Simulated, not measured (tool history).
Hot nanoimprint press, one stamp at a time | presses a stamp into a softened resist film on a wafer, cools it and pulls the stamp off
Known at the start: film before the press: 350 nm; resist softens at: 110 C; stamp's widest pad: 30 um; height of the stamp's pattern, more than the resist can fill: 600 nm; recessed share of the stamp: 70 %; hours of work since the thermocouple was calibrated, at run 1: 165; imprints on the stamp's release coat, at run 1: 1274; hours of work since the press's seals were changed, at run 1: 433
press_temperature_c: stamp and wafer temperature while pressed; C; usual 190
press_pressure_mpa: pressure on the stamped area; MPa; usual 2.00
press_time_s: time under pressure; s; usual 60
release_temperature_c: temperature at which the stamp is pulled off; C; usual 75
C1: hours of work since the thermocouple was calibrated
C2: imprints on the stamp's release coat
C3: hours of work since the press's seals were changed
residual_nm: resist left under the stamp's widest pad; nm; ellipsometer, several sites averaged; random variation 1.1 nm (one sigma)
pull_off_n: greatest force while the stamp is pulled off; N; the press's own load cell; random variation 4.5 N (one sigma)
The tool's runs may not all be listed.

run 1 day=0.000 | press_temperature_c=190 press_pressure_mpa=2.00 press_time_s=60 release_temperature_c=75 | C1=165 C2=1274 C3=433 | residual_nm=175.3 pull_off_n=304
run 2 day=1.767 | press_temperature_c=190 press_pressure_mpa=2.24 press_time_s=60 release_temperature_c=75 | C1=197 C2=1521 C3=466 | residual_nm=166.4 pull_off_n=319
run 3 day=3.596 | press_temperature_c=190 press_pressure_mpa=2.24 press_time_s=60 release_temperature_c=75 | C1=230 C2=1778 C3=499 | residual_nm=165.1 pull_off_n=335
-- day=5.433 stamp cleaned and given a new release coat
run 4 day=5.754 | press_temperature_c=190 press_pressure_mpa=2.24 press_time_s=60 release_temperature_c=79 | C1=265 C2=45 C3=534 | residual_nm=166.5 pull_off_n=212
run 5 day=6.646 | press_temperature_c=190 press_pressure_mpa=1.44 press_time_s=60 release_temperature_c=75 | C1=281 C2=170 C3=550 | residual_nm=209.2 pull_off_n=234
run 6 day=7.771 | press_temperature_c=190 press_pressure_mpa=1.44 press_time_s=60 release_temperature_c=75 | C1=302 C2=328 C3=570 | residual_nm=207.5 pull_off_n=238
run 7 day=9.596 | press_temperature_c=190 press_pressure_mpa=1.44 press_time_s=60 release_temperature_c=75 | C1=335 C2=584 C3=603 | residual_nm=210.2 pull_off_n=263
run 8 day=11.000 | press_temperature_c=190 press_pressure_mpa=1.44 press_time_s=60 release_temperature_c=75 | C1=361 C2=781 C3=629 | residual_nm=211.5 pull_off_n=274
run 9 day=12.062 | press_temperature_c=184 press_pressure_mpa=1.44 press_time_s=60 release_temperature_c=75 | C1=380 C2=930 C3=648 | residual_nm=254.1 pull_off_n=280
-- day=12.908 plate thermocouple calibrated
run 10 day=13.679 | press_temperature_c=190 press_pressure_mpa=2.00 press_time_s=60 release_temperature_c=75 | C1=14 C2=1139 C3=675 | residual_nm=169.6 pull_off_n=279
-- day=15.038 press's hydraulic seals changed and the load cell set to zero
run 11 day=15.579 | press_temperature_c=190 press_pressure_mpa=2.00 press_time_s=60 release_temperature_c=75 | C1=42 C2=1359 C3=10 | residual_nm=166.5 pull_off_n=297
run 12 day=17.233 | press_temperature_c=190 press_pressure_mpa=2.00 press_time_s=60 release_temperature_c=75 | C1=73 C2=1591 C3=40 | residual_nm=167.6 pull_off_n=314
run 13 day=18.858 | press_temperature_c=190 press_pressure_mpa=2.00 press_time_s=60 release_temperature_c=75 | C1=102 C2=1819 C3=69 | residual_nm=170.1 pull_off_n=321
run 14 day=19.825 | press_temperature_c=190 press_pressure_mpa=2.00 press_time_s=57 release_temperature_c=75 | C1=120 C2=1955 C3=87 | residual_nm=169.3 pull_off_n=348
-- day=20.400 stamp cleaned and given a new release coat
run 15 day=21.579 | press_temperature_c=190 press_pressure_mpa=1.79 press_time_s=57 release_temperature_c=75 | C1=147 C2=166 C3=114 | residual_nm=182.0 pull_off_n=236
run 16 day=22.954 | press_temperature_c=190 press_pressure_mpa=1.79 press_time_s=57 release_temperature_c=75 | C1=172 C2=358 C3=139 | residual_nm=184.4 pull_off_n=240
run 17 day=24.725 | press_temperature_c=190 press_pressure_mpa=2.11 press_time_s=48 release_temperature_c=75 | C1=204 C2=607 C3=172 | residual_nm=176.2 pull_off_n=258
run 18 day=26.217 | press_temperature_c=190 press_pressure_mpa=2.00 press_time_s=63 release_temperature_c=75 | C1=231 C2=816 C3=199 | residual_nm=170.0 pull_off_n=269
run 19 day=27.479 | press_temperature_c=190 press_pressure_mpa=2.00 press_time_s=63 release_temperature_c=75 | C1=254 C2=993 C3=222 | residual_nm=169.1 pull_off_n=276
run 20 day=28.679 | press_temperature_c=190 press_pressure_mpa=2.00 press_time_s=63 release_temperature_c=75 | C1=276 C2=1162 C3=243 | residual_nm=170.3 pull_off_n=289
run 21 day=29.733 | press_temperature_c=189 press_pressure_mpa=2.00 press_time_s=60 release_temperature_c=75 | C1=295 C2=1310 C3=263 | residual_nm=180.8 pull_off_n=305
run 22 day=31.258 | press_temperature_c=189 press_pressure_mpa=2.00 press_time_s=60 release_temperature_c=75 | C1=323 C2=1523 C3=290 | residual_nm=182.1 pull_off_n=327
run 23 day=32.217 | press_temperature_c=190 press_pressure_mpa=2.00 press_time_s=60 release_temperature_c=78 | C1=340 C2=1658 C3=308 | residual_nm=176.7 pull_off_n=314

The next listed run, before its measurement:
run 24 day=33.083 | press_temperature_c=190 press_pressure_mpa=2.00 press_time_s=60 release_temperature_c=78 | C1=356 C2=1779 C3=324 | residual_nm=? pull_off_n=?

residual_nm: 175.7 nm
pull_off_n: 326 N
Without the tool's hidden state the same run would have given residual_nm 165.5 nm, pull_off_n 215 N.
